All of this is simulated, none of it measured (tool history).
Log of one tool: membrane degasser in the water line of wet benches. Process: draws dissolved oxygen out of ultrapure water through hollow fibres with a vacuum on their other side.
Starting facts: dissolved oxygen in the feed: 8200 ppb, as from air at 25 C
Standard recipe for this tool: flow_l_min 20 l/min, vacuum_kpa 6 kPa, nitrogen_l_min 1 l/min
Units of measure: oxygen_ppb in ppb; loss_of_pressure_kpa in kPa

run,hour,flow_l_min,vacuum_kpa,nitrogen_l_min,oxygen_ppb,loss_of_pressure_kpa
1,0,20,6,1,126.9,26.83
2,117.7,20,6,1,127,26.98
3,203.1,20,6,1,127.1,26.94
4,308,20,6,1,127.2,26.81
5,448.6,20,6,1,127.8,26.98
6,543.7,20,6,1,130.4,26.85
7,684.1,20,10.47,1,319.2,27.02
# hour 696.1: vacuum gauge calibrated
8,808.5,20,6,1,129.2,27.15
9,867.3,20,6,1,129.7,27.08
10,985.9,20,6,1,128.5,27.19
11,1088.5,20,6,1,129.8,27.38
# hour 1133.8: vacuum gauge calibrated, once more
12,1219.4,20,6,1,128.8,27.17
13,1277.8,20,6,1,126.7,27.26
14,1353.6,20,6,1,128.2,27.14
15,1489.5,14,6,1,93.9,18.95
16,1597.8,20,8.16,1,223.8,27.17
17,1665.1,20,8.04,1,218.1,27.08
18,1757.5,20,6,1.09,120.3,27.42
19,1886.4,20,6,1.09,117.6,27.28
20,1965.4,15,6.5,2.68,46.9,20.41
21,2069.8,17,9,2.5,98.6,23.37
22,2161,13,6.58,1,104.7,17.63
23,2222.6,13,6.58,1,104.5,18.06
24,2342.3,15,5.67,1,88.6,20.84
25,2414.1,15,6.98,1,130.9,20.81
26,2517.2,18,6,1,118.6,24.77
27,2599.7,20,11.61,0.98,375.8,27.66

Below are 5 alternative next runs, each starting from the tool's condition after run 27. Predict each:
A,2665.5,20,13.24,0.98,?,?
B,2665.5,32,11.61,0.98,?,?
C,2665.5,20,6.9,1,?,?
D,2665.5,20,6.5,0.63,?,?
E,2665.5,15,13.76,0.98,?,?

run,oxygen_ppb,loss_of_pressure_kpa
A,443.6,27.45
B,553.7,43.78
C,171,27.47
D,223.2,27.41
E,359.3,20.65
Had the tool no hidden state, the same runs would have come out as:
run,oxygen_ppb,loss_of_pressure_kpa
A,437.9,26.59
B,546.7,42.41
C,166.5,26.61
D,217.7,26.56
E,353.9,20.01
